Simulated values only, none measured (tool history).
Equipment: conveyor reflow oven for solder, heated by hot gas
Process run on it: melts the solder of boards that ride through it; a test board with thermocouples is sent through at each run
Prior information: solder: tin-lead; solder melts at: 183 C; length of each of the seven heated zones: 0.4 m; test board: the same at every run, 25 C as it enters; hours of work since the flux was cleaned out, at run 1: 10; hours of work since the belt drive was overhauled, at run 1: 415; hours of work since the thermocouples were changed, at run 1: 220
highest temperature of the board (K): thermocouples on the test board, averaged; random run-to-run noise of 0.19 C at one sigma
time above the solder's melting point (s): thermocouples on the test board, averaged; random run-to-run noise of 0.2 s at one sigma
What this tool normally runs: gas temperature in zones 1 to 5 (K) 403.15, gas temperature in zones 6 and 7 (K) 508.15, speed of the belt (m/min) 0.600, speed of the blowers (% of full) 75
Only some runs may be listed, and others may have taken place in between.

run	hour	gas temperature in zones 1 to 5 (K)	gas temperature in zones 6 and 7 (K)	speed of the belt (m/min)	speed of the blowers (% of full)	hours of work since the flux was cleaned out	hours of work since the belt drive was overhauled	hours of work since the thermocouples were changed	highest temperature of the board (K)	time above the solder's melting point (s)
1	0.0	403.15	508.15	0.600	75	10	415	220	492.15	59.2
2	54.4	403.15	508.15	0.600	75	35	440	245	491.85	59.2
3	100.4	403.15	508.15	0.600	75	56	462	267	491.75	58.7
4	143.9	390.15	508.15	0.600	75	76	482	287	489.95	53.1
5	182.1	403.15	508.15	0.527	75	94	500	305	495.75	71.2
6	224.3	403.15	508.15	0.527	75	114	519	324	495.65	71.4
7	250.7	403.15	508.15	0.527	75	126	531	336	495.55	70.9
8	292.4	403.15	508.15	0.600	75	145	551	356	491.75	58.6
9	343.0	403.15	508.15	0.600	75	169	574	379	491.35	58.8
10	383.0	394.15	508.15	0.556	75	187	593	398	492.35	62.0
# hour 390.2: belt drive overhauled, speed set with a stopwatch
11	422.0	392.15	508.15	0.562	58	203	15	414	487.75	55.1
12	480.8	392.15	511.15	0.562	58	231	42	441	490.35	57.5
13	540.4	392.15	511.15	0.562	58	258	70	469	490.15	57.6
14	566.0	401.15	520.15	0.592	55	270	82	481	496.45	62.6
15	626.4	401.15	520.15	0.592	55	298	110	509	496.45	62.7
# hour 650.9: belt drive overhauled, speed set with a stopwatch, once more
# hour 672.5: flux residue cleaned out of gas plates and filters
16	678.5	401.15	520.15	0.592	55	3	10	529	497.45	62.2

Alternative continuations, all from the tool just after run 16; predict every row:
A	737.8	401.15	520.15	0.712	55	30	38	556	?	?
B	737.8	403.15	508.15	0.564	57	30	38	556	?	?
C	737.8	391.15	520.15	0.592	65	30	38	556	?	?

run	highest temperature of the board (K)	time above the solder's melting point (s)
A	488.85	44.9
B	489.95	60.0
C	498.65	60.4
The same runs, with their run-to-run variation unchanged, on a tool lacking any hidden condition would have given:
run	highest temperature of the board (K)	time above the solder's melting point (s)
A	488.55	44.6
B	489.55	59.6
C	498.25	60.1
